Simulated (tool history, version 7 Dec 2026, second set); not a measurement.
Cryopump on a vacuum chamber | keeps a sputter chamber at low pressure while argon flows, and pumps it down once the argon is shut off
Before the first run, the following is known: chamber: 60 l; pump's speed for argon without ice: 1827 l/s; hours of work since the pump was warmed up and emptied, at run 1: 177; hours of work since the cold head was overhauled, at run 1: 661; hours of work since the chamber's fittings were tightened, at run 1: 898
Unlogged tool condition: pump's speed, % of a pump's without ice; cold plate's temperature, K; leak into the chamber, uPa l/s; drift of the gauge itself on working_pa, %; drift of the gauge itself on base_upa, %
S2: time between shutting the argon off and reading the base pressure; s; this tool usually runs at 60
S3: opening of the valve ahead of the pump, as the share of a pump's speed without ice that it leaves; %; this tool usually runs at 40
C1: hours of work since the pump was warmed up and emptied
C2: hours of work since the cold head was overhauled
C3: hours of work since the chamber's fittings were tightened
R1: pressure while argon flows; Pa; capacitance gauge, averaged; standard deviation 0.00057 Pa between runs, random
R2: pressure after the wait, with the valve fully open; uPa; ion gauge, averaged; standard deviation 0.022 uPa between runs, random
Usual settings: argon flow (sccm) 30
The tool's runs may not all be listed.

{"run": 1, "hour": 0.0, "argon flow (sccm)": 30, "S2": 60, "S3": 40, "C1": 177, "C2": 661, "C3": 898, "R1": 0.0707, "R2": 0.98}
{"run": 2, "hour": 16.2, "argon flow (sccm)": 30, "S2": 60, "S3": 40, "C1": 190, "C2": 674, "C3": 911, "R1": 0.072, "R2": 0.95}
{"run": 3, "hour": 31.0, "argon flow (sccm)": 30, "S2": 60, "S3": 40, "C1": 202, "C2": 686, "C3": 922, "R1": 0.0715, "R2": 0.98}
{"run": 4, "hour": 45.8, "argon flow (sccm)": 30, "S2": 60, "S3": 40, "C1": 213, "C2": 697, "C3": 934, "R1": 0.0714, "R2": 1.01}
{"run": 5, "hour": 69.3, "argon flow (sccm)": 30, "S2": 60, "S3": 40, "C1": 232, "C2": 716, "C3": 953, "R1": 0.0717, "R2": 0.99}
{"run": 6, "hour": 81.5, "argon flow (sccm)": 30, "S2": 60, "S3": 40, "C1": 242, "C2": 726, "C3": 962, "R1": 0.0716, "R2": 1.01}
{"run": 7, "hour": 106.9, "argon flow (sccm)": 30, "S2": 60, "S3": 40, "C1": 262, "C2": 746, "C3": 983, "R1": 0.0726, "R2": 1.0}
{"run": 8, "hour": 132.2, "argon flow (sccm)": 30, "S2": 60, "S3": 40, "C1": 282, "C2": 766, "C3": 1003, "R1": 0.072, "R2": 1.02}
{"run": 9, "hour": 143.3, "argon flow (sccm)": 30, "S2": 60, "S3": 40, "C1": 291, "C2": 775, "C3": 1011, "R1": 0.0725, "R2": 1.03}
{"run": 10, "hour": 157.8, "argon flow (sccm)": 30, "S2": 60, "S3": 40, "C1": 302, "C2": 786, "C3": 1023, "R1": 0.072, "R2": 1.05}
{"run": 11, "hour": 178.9, "argon flow (sccm)": 30, "S2": 60, "S3": 40, "C1": 319, "C2": 803, "C3": 1040, "R1": 0.0722, "R2": 1.08}
{"run": 12, "hour": 195.4, "argon flow (sccm)": 30, "S2": 60, "S3": 40, "C1": 332, "C2": 816, "C3": 1053, "R1": 0.0725, "R2": 1.11}
{"run": 13, "hour": 210.5, "argon flow (sccm)": 53, "S2": 60, "S3": 40, "C1": 344, "C2": 828, "C3": 1065, "R1": 0.1283, "R2": 1.07}
{"run": 14, "hour": 229.2, "argon flow (sccm)": 53, "S2": 60, "S3": 40, "C1": 359, "C2": 843, "C3": 1079, "R1": 0.1299, "R2": 1.1}
{"run": 15, "hour": 248.7, "argon flow (sccm)": 53, "S2": 60, "S3": 40, "C1": 374, "C2": 858, "C3": 1095, "R1": 0.1297, "R2": 1.05}
{"run": 16, "hour": 260.9, "argon flow (sccm)": 30, "S2": 60, "S3": 40, "C1": 384, "C2": 868, "C3": 1105, "R1": 0.0735, "R2": 1.11}
{"run": 17, "hour": 274.0, "argon flow (sccm)": 43, "S2": 77, "S3": 40, "C1": 394, "C2": 878, "C3": 1115, "R1": 0.1064, "R2": 1.04}
{"run": 18, "hour": 299.0, "argon flow (sccm)": 14, "S2": 65, "S3": 30, "C1": 414, "C2": 898, "C3": 1135, "R1": 0.0451, "R2": 1.14}
{"run": 19, "hour": 317.4, "argon flow (sccm)": 14, "S2": 24, "S3": 30, "C1": 429, "C2": 913, "C3": 1149, "R1": 0.045, "R2": 1.76}
{"run": 20, "hour": 328.9, "argon flow (sccm)": 14, "S2": 24, "S3": 30, "C1": 438, "C2": 922, "C3": 1158, "R1": 0.0452, "R2": 1.72}
{"run": 21, "hour": 341.3, "argon flow (sccm)": 14, "S2": 24, "S3": 30, "C1": 447, "C2": 931, "C3": 1168, "R1": 0.0469, "R2": 1.78}
{"hour": 350.4, "done": "pump warmed up, emptied and cooled again"}
{"run": 22, "hour": 365.2, "argon flow (sccm)": 14, "S2": 24, "S3": 30, "C1": 12, "C2": 946, "C3": 1183, "R1": 0.0441, "R2": 1.64}
{"run": 23, "hour": 381.3, "argon flow (sccm)": 33, "S2": 24, "S3": 50, "C1": 24, "C2": 959, "C3": 1196, "R1": 0.0617, "R2": 1.66}
{"run": 24, "hour": 395.5, "argon flow (sccm)": 33, "S2": 24, "S3": 50, "C1": 36, "C2": 970, "C3": 1207, "R1": 0.0611, "R2": 1.65}
{"run": 25, "hour": 416.1, "argon flow (sccm)": 33, "S2": 24, "S3": 27, "C1": 52, "C2": 987, "C3": 1224, "R1": 0.1144, "R2": 1.66}
{"run": 26, "hour": 427.9, "argon flow (sccm)": 33, "S2": 24, "S3": 27, "C1": 61, "C2": 996, "C3": 1233, "R1": 0.1143, "R2": 1.71}
{"run": 27, "hour": 438.5, "argon flow (sccm)": 24, "S2": 195, "S3": 27, "C1": 70, "C2": 1004, "C3": 1241, "R1": 0.084, "R2": 0.83}
{"run": 28, "hour": 462.2, "argon flow (sccm)": 24, "S2": 31, "S3": 42, "C1": 89, "C2": 1023, "C3": 1260, "R1": 0.0534, "R2": 1.54}
{"run": 29, "hour": 472.7, "argon flow (sccm)": 24, "S2": 72, "S3": 17, "C1": 97, "C2": 1032, "C3": 1268, "R1": 0.1325, "R2": 0.98}
{"run": 30, "hour": 495.6, "argon flow (sccm)": 24, "S2": 72, "S3": 17, "C1": 115, "C2": 1050, "C3": 1287, "R1": 0.1319, "R2": 1.07}
{"run": 31, "hour": 509.9, "argon flow (sccm)": 24, "S2": 72, "S3": 17, "C1": 126, "C2": 1061, "C3": 1298, "R1": 0.132, "R2": 1.09}
{"run": 32, "hour": 522.8, "argon flow (sccm)": 24, "S2": 72, "S3": 17, "C1": 137, "C2": 1071, "C3": 1308, "R1": 0.1335, "R2": 1.1}

4 ways to go on from here, each from the tool as it stands after run 32. What would each give?
{"run": "A", "hour": 542.5, "argon flow (sccm)": 30, "S2": 47, "S3": 18, "C1": 152, "C2": 1087, "C3": 1324, "R1": "?", "R2": "?"}
{"run": "B", "hour": 542.5, "argon flow (sccm)": 30, "S2": 64, "S3": 45, "C1": 152, "C2": 1087, "C3": 1324, "R1": "?", "R2": "?"}
{"run": "C", "hour": 542.5, "argon flow (sccm)": 30, "S2": 255, "S3": 40, "C1": 152, "C2": 1087, "C3": 1324, "R1": "?", "R2": "?"}
{"run": "D", "hour": 542.5, "argon flow (sccm)": 24, "S2": 42, "S3": 17, "C1": 152, "C2": 1087, "C3": 1324, "R1": "?", "R2": "?"}

run=A R1=0.1572 R2=1.27
run=B R1=0.0639 R2=1.09
run=C R1=0.0703 R2=0.89
run=D R1=0.1321 R2=1.28
With the hidden condition removed and each run's random variation left untouched, the same runs would have given:
run=A R1=0.1553 R2=0.66
run=B R1=0.0619 R2=0.49
run=C R1=0.0684 R2=0.27
run=D R1=0.1305 R2=0.68
